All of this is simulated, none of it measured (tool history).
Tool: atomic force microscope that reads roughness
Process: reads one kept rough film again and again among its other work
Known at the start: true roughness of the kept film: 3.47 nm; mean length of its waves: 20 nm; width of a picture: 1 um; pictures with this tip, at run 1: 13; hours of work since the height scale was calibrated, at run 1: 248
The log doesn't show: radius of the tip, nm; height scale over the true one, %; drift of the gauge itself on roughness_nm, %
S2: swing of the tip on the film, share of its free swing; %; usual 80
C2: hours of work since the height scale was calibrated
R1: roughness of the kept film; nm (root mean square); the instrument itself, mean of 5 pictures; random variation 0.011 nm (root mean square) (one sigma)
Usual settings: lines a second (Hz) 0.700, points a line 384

{"run": 1, "hour": 0.0, "lines a second (Hz)": 0.7, "S2": 80, "points a line": 384, "pictures with this tip": 13, "C2": 248, "R1": 2.553}
{"run": 2, "hour": 7.5, "lines a second (Hz)": 0.7, "S2": 80, "points a line": 384, "pictures with this tip": 23, "C2": 253, "R1": 2.49}
{"run": 3, "hour": 15.5, "lines a second (Hz)": 0.7, "S2": 80, "points a line": 384, "pictures with this tip": 34, "C2": 259, "R1": 2.476}
{"run": 4, "hour": 23.6, "lines a second (Hz)": 0.7, "S2": 80, "points a line": 384, "pictures with this tip": 45, "C2": 265, "R1": 2.407}
{"run": 5, "hour": 34.7, "lines a second (Hz)": 0.7, "S2": 80, "points a line": 384, "pictures with this tip": 60, "C2": 273, "R1": 2.349}
{"run": 6, "hour": 42.4, "lines a second (Hz)": 0.7, "S2": 80, "points a line": 384, "pictures with this tip": 70, "C2": 279, "R1": 2.321}
{"run": 7, "hour": 47.7, "lines a second (Hz)": 0.7, "S2": 80, "points a line": 384, "pictures with this tip": 77, "C2": 283, "R1": 2.306}
{"run": 8, "hour": 56.5, "lines a second (Hz)": 0.7, "S2": 80, "points a line": 384, "pictures with this tip": 89, "C2": 289, "R1": 2.232}
{"run": 9, "hour": 61.8, "lines a second (Hz)": 0.7, "S2": 80, "points a line": 384, "pictures with this tip": 96, "C2": 293, "R1": 2.204}
{"run": 10, "hour": 68.1, "lines a second (Hz)": 0.7, "S2": 80, "points a line": 384, "pictures with this tip": 105, "C2": 298, "R1": 2.196}
{"run": 11, "hour": 76.4, "lines a second (Hz)": 2.414, "S2": 80, "points a line": 384, "pictures with this tip": 116, "C2": 304, "R1": 1.983}
{"run": 12, "hour": 84.6, "lines a second (Hz)": 0.7, "S2": 80, "points a line": 644, "pictures with this tip": 127, "C2": 310, "R1": 2.151}
{"run": 13, "hour": 89.5, "lines a second (Hz)": 0.7, "S2": 80, "points a line": 384, "pictures with this tip": 133, "C2": 314, "R1": 2.1}
{"run": 14, "hour": 101.0, "lines a second (Hz)": 0.7, "S2": 80, "points a line": 384, "pictures with this tip": 149, "C2": 322, "R1": 2.036}
{"run": 15, "hour": 107.0, "lines a second (Hz)": 0.7, "S2": 80, "points a line": 384, "pictures with this tip": 157, "C2": 326, "R1": 2.031}
{"run": 16, "hour": 115.4, "lines a second (Hz)": 0.7, "S2": 80, "points a line": 384, "pictures with this tip": 168, "C2": 333, "R1": 1.991}
{"run": 17, "hour": 123.2, "lines a second (Hz)": 1.927, "S2": 68, "points a line": 873, "pictures with this tip": 178, "C2": 338, "R1": 1.951}
{"run": 18, "hour": 130.5, "lines a second (Hz)": 1.927, "S2": 68, "points a line": 873, "pictures with this tip": 188, "C2": 344, "R1": 1.929}

Run 19 comes next. What will it give?
{"run": 19, "hour": 141.2, "lines a second (Hz)": 1.927, "S2": 68, "points a line": 873, "pictures with this tip": 203, "C2": 352, "R1": "?"}

{"run 19": {"R1": 1.881}}
Without the tool's hidden state the same run would have given R1 2.651 nm (root mean square).
